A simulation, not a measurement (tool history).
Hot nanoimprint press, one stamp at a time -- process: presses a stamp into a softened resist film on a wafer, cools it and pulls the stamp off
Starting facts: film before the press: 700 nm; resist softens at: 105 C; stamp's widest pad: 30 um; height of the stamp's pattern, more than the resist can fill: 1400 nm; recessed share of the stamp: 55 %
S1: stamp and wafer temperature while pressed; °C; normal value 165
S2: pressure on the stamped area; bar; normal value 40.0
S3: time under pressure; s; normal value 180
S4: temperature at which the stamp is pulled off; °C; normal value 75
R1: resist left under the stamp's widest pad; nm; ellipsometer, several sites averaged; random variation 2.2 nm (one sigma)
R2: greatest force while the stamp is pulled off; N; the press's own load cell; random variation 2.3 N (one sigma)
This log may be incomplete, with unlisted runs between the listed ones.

Run 1, hour 0.0: usual settings. Result: R1 357.1 nm, R2 146 N.
Run 2, hour 25.8: usual settings but S4 74 °C. Result: R1 358.5 nm, R2 156 N.
Run 3, hour 67.8: usual settings. Result: R1 356.3 nm, R2 146 N.
Run 4, hour 101.6: usual settings. Result: R1 357.6 nm, R2 144 N.
Run 5, hour 135.0: usual settings. Result: R1 363.7 nm, R2 142 N.
Run 6, hour 155.1: usual settings. Result: R1 356.9 nm, R2 144 N.
Run 7, hour 189.7: usual settings. Result: R1 361.1 nm, R2 140 N.
Run 8, hour 238.1: usual settings. Result: R1 358.4 nm, R2 149 N.
Run 9, hour 258.8: usual settings. Result: R1 359.9 nm, R2 146 N.
Run 10, hour 289.0: usual settings but S4 66 °C. Result: R1 357.1 nm, R2 182 N.
Run 11, hour 326.6: usual settings but S4 66 °C. Result: R1 355.1 nm, R2 182 N.
Run 12, hour 348.9: usual settings but S4 66 °C. Result: R1 361.0 nm, R2 184 N.
Run 13, hour 390.0: usual settings but S4 66 °C. Result: R1 362.0 nm, R2 185 N.
Run 14, hour 431.7: usual settings but S4 66 °C. Result: R1 359.1 nm, R2 179 N.
Run 15, hour 469.0: usual settings but S4 66 °C. Result: R1 356.2 nm, R2 180 N.
At hour 496.1: stamp cleaned and given a new release coat.
Run 16, hour 511.4: usual settings. Result: R1 358.6 nm, R2 144 N.
Run 17, hour 535.5: usual settings but S1 157 °C, S2 34.3 bar, S3 142 s, S4 66 °C. Result: R1 528.2 nm, R2 181 N.
Run 18, hour 571.8: usual settings but S2 47.2 bar, S4 65 °C. Result: R1 329.0 nm, R2 187 N.
Run 19, hour 601.2: usual settings but S2 47.2 bar, S4 72 °C. Result: R1 336.1 nm, R2 162 N.
Run 20, hour 642.6: usual settings but S2 47.2 bar, S4 72 °C. Result: R1 330.6 nm, R2 159 N.
Run 21, hour 672.6: usual settings but S2 47.2 bar, S4 62 °C. Result: R1 334.1 nm, R2 197 N.
Run 22, hour 718.3: usual settings but S2 47.2 bar, S4 62 °C. Result: R1 331.7 nm, R2 200 N.
Run 23, hour 764.9: usual settings but S1 159 °C, S4 83 °C. Result: R1 450.1 nm, R2 107 N.
Run 24, hour 803.0: usual settings but S1 159 °C, S4 76 °C. Result: R1 452.0 nm, R2 145 N.
Run 25, hour 829.9: usual settings but S3 354 s. Result: R1 279.5 nm, R2 150 N.
At hour 864.6: plate thermocouple calibrated.
Run 26, hour 880.4: usual settings but S3 354 s. Result: R1 280.1 nm, R2 142 N.
Run 27, hour 918.1: usual settings but S3 354 s. Result: R1 280.7 nm, R2 146 N.
Run 28, hour 942.5: usual settings but S3 337 s, S4 62 °C. Result: R1 286.3 nm, R2 198 N.
Run 29, hour 966.4: usual settings but S3 337 s, S4 62 °C. Result: R1 287.9 nm, R2 197 N.
At hour 1014.2: stamp cleaned and given a new release coat.
Run 30, hour 1019.6: usual settings but S2 59.4 bar, S3 314 s. Result: R1 240.7 nm, R2 148 N.
Run 31, hour 1046.9: usual settings but S2 59.4 bar, S3 314 s. Result: R1 241.6 nm, R2 143 N.

3 options for the next run, each taken on its own from the tool as it stands now. Forecast them:
Run A, hour 1081.6: usual settings but S3 227 s. Result: R1 ?, R2 ?.
Run B, hour 1081.6: usual settings but S2 53.8 bar, S3 314 s, S4 62 °C. Result: R1 ?, R2 ?.
Run C, hour 1081.6: usual settings but S1 169 °C, S2 59.4 bar, S3 207 s, S4 67 °C. Result: R1 ?, R2 ?.

run     R1   R2
  A  330.1  145
  B  252.9  199
  C  240.6  178
What these runs would have given with no unlogged condition in the tool:
run     R1   R2
  A  329.6  145
  B  252.4  199
  C  240.2  178
